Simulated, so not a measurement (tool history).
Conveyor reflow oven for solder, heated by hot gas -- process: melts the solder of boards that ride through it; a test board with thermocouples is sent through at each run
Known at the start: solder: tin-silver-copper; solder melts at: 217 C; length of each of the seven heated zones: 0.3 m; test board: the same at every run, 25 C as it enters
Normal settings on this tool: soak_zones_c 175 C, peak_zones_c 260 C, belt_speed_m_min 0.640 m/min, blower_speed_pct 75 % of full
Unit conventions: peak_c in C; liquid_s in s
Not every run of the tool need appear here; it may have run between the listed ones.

| run | hour | soak_zones_c | peak_zones_c | belt_speed_m_min | blower_speed_pct | peak_c | liquid_s |
|---|---|---|---|---|---|---|---|
| 1 | 0.0 | 175 | 260 | 0.640 | 75 | 241.7 | 34.7 |
| 2 | 41.9 | 166 | 260 | 0.640 | 75 | 239.7 | 30.7 |
| 3 | 88.3 | 166 | 260 | 0.640 | 75 | 239.5 | 30.3 |
| 4 | 142.0 | 166 | 260 | 0.640 | 75 | 239.0 | 30.4 |
| 5 | 188.1 | 175 | 260 | 0.640 | 75 | 241.0 | 34.0 |
| 6 | 228.2 | 175 | 260 | 0.640 | 75 | 241.0 | 33.9 |
| 7 | 269.1 | 175 | 260 | 0.640 | 75 | 240.6 | 33.6 |
| 8 | 294.5 | 175 | 260 | 0.640 | 76 | 240.8 | 33.7 |
|  | 300.0 | thermocouples of zones 6 and 7 changed |
| 9 | 323.8 | 175 | 260 | 0.545 | 75 | 243.6 | 44.1 |
| 10 | 364.2 | 170 | 260 | 0.545 | 56 | 235.7 | 32.5 |
|  | 402.4 | flux residue cleaned out of gas plates and filters |
| 11 | 403.3 | 175 | 260 | 0.640 | 54 | 232.5 | 24.5 |
| 12 | 428.4 | 182 | 270 | 0.640 | 75 | 251.1 | 43.4 |
| 13 | 471.6 | 182 | 270 | 0.640 | 75 | 251.1 | 43.6 |
| 14 | 519.6 | 182 | 269 | 0.640 | 75 | 250.2 | 42.9 |
| 15 | 543.3 | 182 | 269 | 0.640 | 75 | 250.3 | 42.9 |

Each row is a separate what-if for the run after 15, all from the same tool condition, not one after another. Results?
| A | 583.1 | 175 | 254 | 0.640 | 75 | ? | ? |
| B | 583.1 | 182 | 271 | 0.510 | 52 | ? | ? |
| C | 583.1 | 175 | 252 | 0.640 | 75 | ? | ? |
| D | 583.1 | 175 | 260 | 0.681 | 75 | ? | ? |

| run | peak_c | liquid_s |
|---|---|---|
| A | 236.3 | 30.8 |
| B | 250.0 | 53.2 |
| C | 234.8 | 29.5 |
| D | 239.0 | 30.3 |
Take away the tool's hidden state, keep each run's random variation, and the runs would have read:
| run | peak_c | liquid_s |
|---|---|---|
| A | 236.8 | 30.9 |
| B | 250.2 | 52.4 |
| C | 235.3 | 29.7 |
| D | 239.7 | 30.4 |
